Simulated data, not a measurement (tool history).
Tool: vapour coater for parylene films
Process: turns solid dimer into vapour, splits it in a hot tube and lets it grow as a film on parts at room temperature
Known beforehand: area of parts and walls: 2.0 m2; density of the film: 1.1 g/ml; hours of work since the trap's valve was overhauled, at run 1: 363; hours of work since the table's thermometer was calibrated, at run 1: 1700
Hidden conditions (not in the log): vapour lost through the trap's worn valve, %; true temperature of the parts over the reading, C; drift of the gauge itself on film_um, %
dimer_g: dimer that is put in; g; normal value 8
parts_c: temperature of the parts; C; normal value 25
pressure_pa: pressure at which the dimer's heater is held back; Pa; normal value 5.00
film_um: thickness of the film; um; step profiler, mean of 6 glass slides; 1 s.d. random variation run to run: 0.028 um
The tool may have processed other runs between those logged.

run    hour  dimer_g  parts_c  pressure_pa  hours of work since the trap's valve was overhauled  hours of work since the table's thermometer was calibrated  film_um
  1     0.0        8       25         5.00                                                  363                                                        1700     2.21
  2    41.3        8       25         5.00                                                  394                                                        1732     2.23
  3    98.2        8       25         5.00                                                  438                                                        1776     2.19
  4   176.8        8       25         5.00                                                  499                                                        1836     2.17
  5   233.2        4       25         5.00                                                  542                                                        1880     1.06
  6   294.9        8       25         5.00                                                  589                                                        1927     2.16
      343.6  -- trap's valve overhauled
  7   351.6        8       26         5.00                                                    6                                                        1968     2.28
      407.4  -- table's thermometer calibrated
  8   419.3        8       26         5.00                                                   57                                                           9     2.34
  9   479.8        8       26         5.00                                                  104                                                          56     2.29
 10   533.7       13       26         5.00                                                  145                                                          97     3.67
 11   570.2        5       25         5.00                                                  174                                                         125     1.39
 12   639.2        5       25         4.01                                                  227                                                         178     1.50
 13   683.9        5       25         4.01                                                  261                                                         213     1.43
 14   752.9        5       25         4.01                                                  314                                                         266     1.44
 15   812.4        7       25         3.28                                                  360                                                         312     2.05
 16   870.5        7       25         5.21                                                  405                                                         356     1.95
 17   947.1        8       25         2.11                                                  464                                                         415     2.37
 18   987.9        3       29         5.00                                                  495                                                         446     0.77
 19  1051.1        4       18         6.56                                                  543                                                         495     1.21
 20  1129.0        9       34         6.40                                                  603                                                         555     2.03
     1161.2  -- trap's valve overhauled
 21  1171.7        9       25        10.26                                                    8                                                         585     2.56
 22  1215.1        9       25        10.26                                                   41                                                         618     2.52
 23  1252.9        8       35         7.30                                                   71                                                         647     1.98

Forecast each of these 4 alternatives for the next run:
  A  1302.3        9       25         2.12                                                  109                                                         685        ?
  B  1302.3        8       25         4.28                                                  109                                                         685        ?
  C  1302.3        4       34         3.24                                                  109                                                         685        ?
  D  1302.3        8       33         5.43                                                  109                                                         685        ?

run  film_um
  A     2.83
  B     2.34
  C     1.03
  D     2.06
Without the tool's hidden state the same runs would have given:
run  film_um
  A     2.89
  B     2.39
  C     1.05
  D     2.10
